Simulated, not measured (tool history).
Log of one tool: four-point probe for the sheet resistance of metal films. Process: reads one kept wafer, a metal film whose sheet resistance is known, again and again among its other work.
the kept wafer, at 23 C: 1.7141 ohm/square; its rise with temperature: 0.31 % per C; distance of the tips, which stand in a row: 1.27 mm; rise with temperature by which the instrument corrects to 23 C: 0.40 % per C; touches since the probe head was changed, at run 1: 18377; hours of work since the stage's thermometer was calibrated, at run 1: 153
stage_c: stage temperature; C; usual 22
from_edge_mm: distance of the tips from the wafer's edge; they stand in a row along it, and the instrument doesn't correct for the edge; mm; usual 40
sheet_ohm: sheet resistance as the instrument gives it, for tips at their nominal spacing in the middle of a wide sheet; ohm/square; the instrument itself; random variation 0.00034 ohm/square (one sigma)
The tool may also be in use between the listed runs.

run	day	stage_c	from_edge_mm	touches since the probe head was changed	hours of work since the stage's thermometer was calibrated	sheet_ohm
1	0	22	40	18377	153	1.722681
2	0.575	22	40	19139	162	1.722959
3	1.425	22	5	20271	176	1.779783
4	2.062	22	20	21118	187	1.726455
5	2.533	22	40	21742	194	1.723377
6	3.104	32	40	22501	203	1.709044
7	3.829	32	40	23468	215	1.709276
8	4.783	21	5	24733	231	1.782471
9	5.675	25	4	25921	245	1.806975
10	6.142	25	16	26541	253	1.723827

Some steps in sheet_ohm between neighbouring runs. How much of each would the tool show without its hidden state too (settings, what came in, random variation), and how much is left for the hidden state, with any gauge scatter that isn't in both results?
The hidden state here: inner tips' distance over the nominal, %; tips' flats over new ones', %; wafer's true temperature over the reading, C; drift of the gauge itself on sheet_ohm, %.
Run 7 -> 8: stage_c 32 -> 21, from_edge_mm 40 -> 5. sheet_ohm +0.073195 ohm/square: hidden state +0.000453, all else +0.072742.
Run 9 -> 10: from_edge_mm 4 -> 16. sheet_ohm -0.083148 ohm/square: hidden state -0.000228, all else -0.08292.

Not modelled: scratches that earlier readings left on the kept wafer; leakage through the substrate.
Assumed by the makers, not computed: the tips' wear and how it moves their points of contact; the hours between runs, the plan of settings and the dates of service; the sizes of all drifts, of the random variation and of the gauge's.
